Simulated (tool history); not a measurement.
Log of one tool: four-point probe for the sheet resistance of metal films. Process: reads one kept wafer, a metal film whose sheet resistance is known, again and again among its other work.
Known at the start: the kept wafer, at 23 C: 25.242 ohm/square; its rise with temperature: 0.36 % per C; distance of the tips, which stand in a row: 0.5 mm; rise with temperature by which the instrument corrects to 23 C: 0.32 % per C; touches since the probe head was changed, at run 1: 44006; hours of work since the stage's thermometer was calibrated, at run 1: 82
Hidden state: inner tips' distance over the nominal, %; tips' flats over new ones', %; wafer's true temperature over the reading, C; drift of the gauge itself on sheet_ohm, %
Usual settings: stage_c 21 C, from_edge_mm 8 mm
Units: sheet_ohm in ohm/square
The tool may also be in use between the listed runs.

| run | hour | stage_c | from_edge_mm | touches since the probe head was changed | hours of work since the stage's thermometer was calibrated | sheet_ohm |
|---|---|---|---|---|---|---|
| 1 | 0.0 | 21 | 8 | 44006 | 82 | 25.191291 |
| 2 | 17.0 | 21 | 7 | 44662 | 90 | 25.201786 |
| 3 | 45.5 | 21 | 7 | 45762 | 105 | 25.201124 |
| 4 | 72.0 | 21 | 7 | 46790 | 119 | 25.182130 |
| 5 | 96.6 | 21 | 7 | 47738 | 132 | 25.193888 |
| 6 | 112.1 | 21 | 7 | 48336 | 140 | 25.191363 |
| 7 | 134.3 | 22 | 8 | 49196 | 152 | 25.189720 |
| 8 | 149.6 | 22 | 8 | 49786 | 160 | 25.181690 |
| 9 | 168.8 | 22 | 8 | 50528 | 170 | 25.175761 |
| 10 | 199.6 | 22 | 8 | 51720 | 186 | 25.190353 |
| 11 | 224.9 | 19 | 44 | 52695 | 199 | 25.108989 |
| 12 | 255.2 | 19 | 7 | 53869 | 215 | 25.163999 |
| 13 | 288.3 | 27 | 3 | 55147 | 232 | 25.539558 |
| 14 | 316.0 | 27 | 3 | 56217 | 247 | 25.539078 |
| 15 | 342.5 | 25 | 5 | 57239 | 261 | 25.286352 |
| 16 | 363.4 | 24 | 8 | 58047 | 272 | 25.188742 |
| 17 | 386.1 | 26 | 9 | 58924 | 283 | 25.189866 |

The same runs without the tool's hidden state, with the same run-to-run variation:
| run | sheet_ohm |
|---|---|
| 1 | 25.285317 |
| 2 | 25.296825 |
| 3 | 25.297886 |
| 4 | 25.280457 |
| 5 | 25.293733 |
| 6 | 25.292104 |
| 7 | 25.291897 |
| 8 | 25.284777 |
| 9 | 25.280133 |
| 10 | 25.296636 |
| 11 | 25.216381 |
| 12 | 25.273334 |
| 13 | 25.653125 |
| 14 | 25.654585 |
| 15 | 25.402418 |
| 16 | 25.305732 |
| 17 | 25.308260 |

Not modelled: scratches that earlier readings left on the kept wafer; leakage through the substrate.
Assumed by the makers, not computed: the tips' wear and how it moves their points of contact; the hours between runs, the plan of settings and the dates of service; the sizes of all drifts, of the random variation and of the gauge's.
